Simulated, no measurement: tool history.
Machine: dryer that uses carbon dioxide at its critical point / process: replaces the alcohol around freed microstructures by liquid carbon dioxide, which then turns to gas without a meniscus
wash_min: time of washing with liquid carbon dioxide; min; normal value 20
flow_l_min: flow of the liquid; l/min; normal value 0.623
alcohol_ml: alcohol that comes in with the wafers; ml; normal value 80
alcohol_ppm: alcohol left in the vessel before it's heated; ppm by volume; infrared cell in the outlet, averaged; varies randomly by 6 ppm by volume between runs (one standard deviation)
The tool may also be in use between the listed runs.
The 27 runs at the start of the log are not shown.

run     day  wash_min  flow_l_min  alcohol_ml  hours of work since the filter was changed  hours of work since the purifier's bed was changed  alcohol_ppm
 28  57.838        15       0.660          56                                         296                                                1343          701
 29  59.996        25       0.642          69                                         332                                                1380          237
 30  62.108        25       0.446         104                                         368                                                1415          758
 31  63.479        17       0.536         104                                         391                                                1438         1514
 32  65.475        17       0.536         104                                         424                                                1471         1551
     65.971  -- purifier's bed changed
 33  67.892        20       0.623          80                                         463                                                  32          296
 34  70.429        20       0.400          56                                         505                                                  75         1175
 35  71.738        28       0.400         107                                         527                                                  97          628
 36  73.317        30       0.924         107                                         554                                                 123           18
     73.796  -- inlet filter changed
 37  75.446        29       0.766          93                                          28                                                 158           22
 38  77.383        29       0.766          93                                          60                                                 191           36
 39  79.779        16       0.623          79                                         100                                                 231          703
 40  81.429        16       0.623          79                                         128                                                 258          700
 41  84.171        23       0.957          68                                         174                                                 304           45
 42  86.983        20       0.507          27                                         221                                                 351          269
 43  89.125        20       0.611          44                                         257                                                 387          208
 44  91.842        27       0.778          20                                         302                                                 433           64
 45  94.742        27       0.778          20                                         351                                                 481           77
 46  97.283        18       0.623          80                                         394                                                 524          527

5 options for the next run, each taken on its own from the tool as it stands now. Forecast them:
  A  98.788        23       1.018          80                                         419                                                 549            ?
  B  98.788        20       0.623          61                                         419                                                 549            ?
  C  98.788        26       0.387          80                                         419                                                 549            ?
  D  98.788        20       0.594          38                                         419                                                 549            ?
  E  98.788        20       0.504          85                                         419                                                 549            ?

run  alcohol_ppm
  A           84
  B          299
  C          792
  D          241
  E          830
Without the tool's hidden state the same runs would have given:
run  alcohol_ppm
  A            9
  B          178
  C          589
  D          134
  E          622
